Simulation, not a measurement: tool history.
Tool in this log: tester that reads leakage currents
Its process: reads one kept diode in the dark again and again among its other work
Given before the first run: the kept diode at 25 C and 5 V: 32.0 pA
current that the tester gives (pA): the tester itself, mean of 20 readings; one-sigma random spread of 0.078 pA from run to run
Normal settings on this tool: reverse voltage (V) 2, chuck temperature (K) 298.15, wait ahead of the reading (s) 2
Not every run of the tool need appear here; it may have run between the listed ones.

| run | hour | reverse voltage (V) | chuck temperature (K) | wait ahead of the reading (s) | current that the tester gives (pA) |
|---|---|---|---|---|---|
| 1 | 0 | 2 | 298.15 | 2 | 26.37 |
| 2 | 50.8 | 2 | 298.15 | 2 | 26.33 |
| 3 | 119.9 | 2 | 298.15 | 2.29 | 26.85 |
| 4 | 182 | 2 | 298.15 | 2.29 | 26.92 |
| 5 | 266.9 | 2 | 298.15 | 2.29 | 27.55 |
| 6 | 361.8 | 2 | 298.15 | 1.41 | 27.69 |
| 7 | 403 | 2 | 298.15 | 1.41 | 27.82 |
|  | 438.4 | probe card cleaned and baked |
| 8 | 500.2 | 1.08 | 298.15 | 1.41 | 16.52 |
| 9 | 562.8 | 1.08 | 298.15 | 1.41 | 16.78 |
| 10 | 657.7 | 1.08 | 298.15 | 1.41 | 16.89 |
| 11 | 750.3 | 1.08 | 298.15 | 1.41 | 17.01 |
| 12 | 828.4 | 1.08 | 298.15 | 1.41 | 17.41 |
| 13 | 875.4 | 1.08 | 298.15 | 1.41 | 17.49 |
| 14 | 936.5 | 16.35 | 298.15 | 1.41 | 78.71 |
| 15 | 1012.9 | 18 | 298.15 | 2 | 83.7 |
| 16 | 1095.9 | 18 | 298.15 | 2 | 85.55 |
|  | 1122.1 | chuck's temperature calibrated |
| 17 | 1142.2 | 2 | 308.15 | 2 | 55.52 |
| 18 | 1204.8 | 2 | 308.15 | 2 | 55.45 |
| 19 | 1266 | 2 | 308.15 | 2 | 56.46 |
| 20 | 1314.1 | 2 | 308.15 | 2 | 56.87 |
| 21 | 1409.1 | 17.84 | 297.15 | 2 | 89.26 |
|  | 1450.8 | chuck's temperature calibrated, once more |
| 22 | 1463.5 | 17.84 | 297.15 | 2 | 74.29 |
| 23 | 1525.8 | 4.78 | 298.15 | 0.54 | 37.43 |
| 24 | 1584.1 | 4.78 | 298.15 | 0.54 | 37.75 |
| 25 | 1668.1 | 4.78 | 298.15 | 0.54 | 38.43 |
| 26 | 1743.4 | 4.78 | 298.15 | 0.54 | 38.81 |
| 27 | 1792.7 | 2.16 | 301.15 | 0.54 | 30.45 |
| 28 | 1873.5 | 2.15 | 311.15 | 2 | 62.18 |
| 29 | 1931 | 18.4 | 304.15 | 8.6 | 130.13 |
| 30 | 2009 | 18.4 | 325.15 | 0.49 | 518.21 |
| 31 | 2091.4 | 18.4 | 325.15 | 0.49 | 520.92 |
| 32 | 2161.7 | 18.4 | 325.15 | 0.49 | 523.48 |
| 33 | 2200.4 | 18.4 | 325.15 | 0.49 | 528.32 |
| 34 | 2246.8 | 2 | 314.15 | 1.39 | 76.43 |
| 35 | 2308.8 | 2.69 | 304.15 | 7.41 | 44.99 |
| 36 | 2395.3 | 7.77 | 326.15 | 2 | 355.92 |
| 37 | 2485.6 | 7.77 | 326.15 | 2 | 359.27 |
| 38 | 2553.2 | 1.43 | 296.15 | 2 | 18.37 |
| 39 | 2628.7 | 1.43 | 296.15 | 2 | 18.72 |

Predict each of these 3 candidate next runs independently; none follows another, all start after run 39:
| A | 2679.7 | 3.48 | 297.15 | 0.47 | ? |
| B | 2679.7 | 1.46 | 313.15 | 0.43 | ? |
| C | 2679.7 | 1.98 | 298.15 | 2 | ? |

| run | current that the tester gives (pA) |
|---|---|
| A | 34.94 |
| B | 62.73 |
| C | 26.18 |
With no hidden state in the tool, these same runs would have given:
| run | current that the tester gives (pA) |
|---|---|
| A | 25.35 |
| B | 53.21 |
| C | 19.9 |
